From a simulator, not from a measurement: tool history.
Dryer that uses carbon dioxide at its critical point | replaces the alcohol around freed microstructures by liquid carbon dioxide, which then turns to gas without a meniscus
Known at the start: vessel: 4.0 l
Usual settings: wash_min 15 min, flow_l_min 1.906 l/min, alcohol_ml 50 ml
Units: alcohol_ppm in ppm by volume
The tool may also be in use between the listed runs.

run    hour  wash_min  flow_l_min  alcohol_ml  alcohol_ppm
  1       0        15       1.906          50          103
  2    47.5        15       1.906          50           97
  3    99.7        15       1.906          50          114
  4   153.1        10       1.906          50          455
  5   189.5        17       1.906          50           90
  6   234.1        17       1.906          50           97
  7     292        15       1.906          50          154
  8   346.3        15       1.906          50          167
  9   409.1        15        2.06          50          156
 10   436.5        15        1.16          50          770
 11   494.9        15       1.906          50          203
 12   538.9        15        3.16          50          113
 13   571.9        15        3.16          50          120
 14   604.7        15        3.16          50          117
 15   649.1        15        3.16          50          139
 16   679.3        15        3.16          50          133
 17     733        15       1.906          50          245
      758.1  -- inlet filter changed
 18   773.6        10       1.906          50          467
 19     801        15       1.906          25          174
 20     844        15       1.906          50          214
 21   883.9        20       1.906          50          171
 22     931        14        3.01          64          177
 23   977.5        20       1.906          92          193
 24    1022         9       1.906          50          658
 25  1062.7        15        1.85          96          324
 26  1116.7         9        2.22          96          749

Run 27 comes next. What will it give?
 27  1145.5        22        2.13          96            ?

alcohol_ppm: 200 ppm by volume
Without the tool's hidden state the same run would have given alcohol_ppm 0 ppm by volume.
